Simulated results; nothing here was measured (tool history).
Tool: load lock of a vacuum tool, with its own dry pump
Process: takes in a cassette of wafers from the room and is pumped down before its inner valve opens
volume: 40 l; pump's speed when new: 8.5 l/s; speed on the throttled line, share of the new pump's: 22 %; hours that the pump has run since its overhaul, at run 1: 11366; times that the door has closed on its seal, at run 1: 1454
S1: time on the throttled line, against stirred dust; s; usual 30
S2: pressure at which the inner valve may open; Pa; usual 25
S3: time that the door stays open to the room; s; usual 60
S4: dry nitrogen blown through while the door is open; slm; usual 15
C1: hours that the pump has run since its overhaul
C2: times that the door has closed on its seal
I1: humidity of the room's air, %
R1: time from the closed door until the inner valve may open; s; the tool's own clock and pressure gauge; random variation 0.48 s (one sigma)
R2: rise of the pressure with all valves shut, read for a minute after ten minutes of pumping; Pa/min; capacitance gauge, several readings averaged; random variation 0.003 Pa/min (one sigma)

Run 1, hour 0: usual settings; C1 11366; C2 1454; I1 45.3. Result: R1 66.4 s, R2 0.063 Pa/min.
Run 2, hour 87.9: usual settings; C1 11454; C2 1545; I1 44. Result: R1 67.6 s, R2 0.057 Pa/min.
Run 3, hour 172: usual settings but S3 172 s; C1 11538; C2 1632; I1 43.8. Result: R1 67.2 s, R2 0.115 Pa/min.
Run 4, hour 234: usual settings but S3 172 s; C1 11600; C2 1696; I1 44.6. Result: R1 68.3 s, R2 0.115 Pa/min.
Run 5, hour 347.4: usual settings but S4 13 slm; C1 11714; C2 1814; I1 46.2. Result: R1 67.8 s, R2 0.06 Pa/min.
Run 6, hour 400.1: usual settings; C1 11766; C2 1868; I1 46.3. Result: R1 68.6 s, R2 0.056 Pa/min.
Run 7, hour 527.2: usual settings; C1 11893; C2 2000; I1 47.2. Result: R1 67.3 s, R2 0.065 Pa/min.
Run 8, hour 618.5: usual settings; C1 11985; C2 2094; I1 45.8. Result: R1 68 s, R2 0.06 Pa/min.
Run 9, hour 727.7: usual settings but S3 167 s, S4 4 slm; C1 12094; C2 2207; I1 43.3. Result: R1 67.5 s, R2 0.144 Pa/min.
Run 10, hour 850: usual settings but S3 167 s, S4 4 slm; C1 12216; C2 2334; I1 42.4. Result: R1 67.8 s, R2 0.145 Pa/min.
Run 11, hour 916.2: usual settings but S1 49 s, S2 29 Pa, S3 152 s; C1 12282; C2 2402; I1 45.7. Result: R1 80.9 s, R2 0.11 Pa/min.
Run 12, hour 977: usual settings but S1 32 s, S4 9 slm; C1 12343; C2 2465; I1 47.5. Result: R1 70 s, R2 0.069 Pa/min.
Run 13, hour 1102.9: usual settings but S1 58 s, S2 27 Pa, S3 104 s, S4 38 slm; C1 12469; C2 2595; I1 45.6. Result: R1 88.2 s, R2 0.061 Pa/min.
Run 14, hour 1213.9: usual settings but S1 28 s, S2 27 Pa, S3 104 s, S4 12 slm; C1 12580; C2 2710; I1 45. Result: R1 66.5 s, R2 0.089 Pa/min.
Run 15, hour 1321.8: usual settings but S1 18 s, S2 20 Pa, S4 16 slm; C1 12688; C2 2821; I1 43.9. Result: R1 60.5 s, R2 0.06 Pa/min.

The same runs without the tool's hidden state, with the same run-to-run variation:
The hidden state here: pump's speed, % of a new pump's; leak at the door's seal, Pa l/s; drift of the gauge itself on ready_s, %; drift of the gauge itself on rise_pa_min, %.
run    R1     R2
  1  61.7   0.06
  2  62.8  0.054
  3  62.4  0.112
  4  63.4  0.112
  5  62.9  0.057
  6  63.6  0.053
  7  62.3  0.061
  8    63  0.056
  9  62.4   0.14
 10  62.6  0.141
 11  76.4  0.106
 12  64.7  0.065
 13  83.9  0.056
 14  61.1  0.084
 15  54.5  0.055
